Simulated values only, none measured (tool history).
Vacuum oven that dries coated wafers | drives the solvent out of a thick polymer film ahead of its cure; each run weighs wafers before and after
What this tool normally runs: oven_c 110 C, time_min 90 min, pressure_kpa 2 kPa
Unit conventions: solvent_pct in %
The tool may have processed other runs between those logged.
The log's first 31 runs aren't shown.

run,day,oven_c,time_min,pressure_kpa,solvent_pct
32,22.354,107,102,1.52,3.6
33,23.283,107,102,1.52,3.55
34,23.992,107,128,6.06,5.02
35,24.438,110,80,2,4.13
36,25.354,103,61,2,6.15
37,26.208,110,62,2,4.9
38,27.054,101,155,2,3.53
39,27.838,99,149,6.2,6.61
40,28.354,110,111,1.28,2.69
41,29.004,106,90,3.34,4.95
42,29.896,107,90,2,4.21
43,30.617,115,68,3.3,4.15
44,31.292,118,81,1.67,2.71
45,32.271,118,81,1.67,2.6
46,33.054,123,90,2,1.8

Branching from run 46: 5 alternative next runs. What would each branch give?
A,33.538,110,99,1.31,?
B,33.538,123,105,4.27,?
C,33.538,95,90,1.11,?
D,33.538,119,147,1.63,?
E,33.538,110,62,2,?

run,solvent_pct
A,3.01
B,2.18
C,5.93
D,1.23
E,4.95
With the hidden condition removed and each run's random variation left untouched, the same runs would have given:
run,solvent_pct
A,2.88
B,2.09
C,5.79
D,1.14
E,4.82
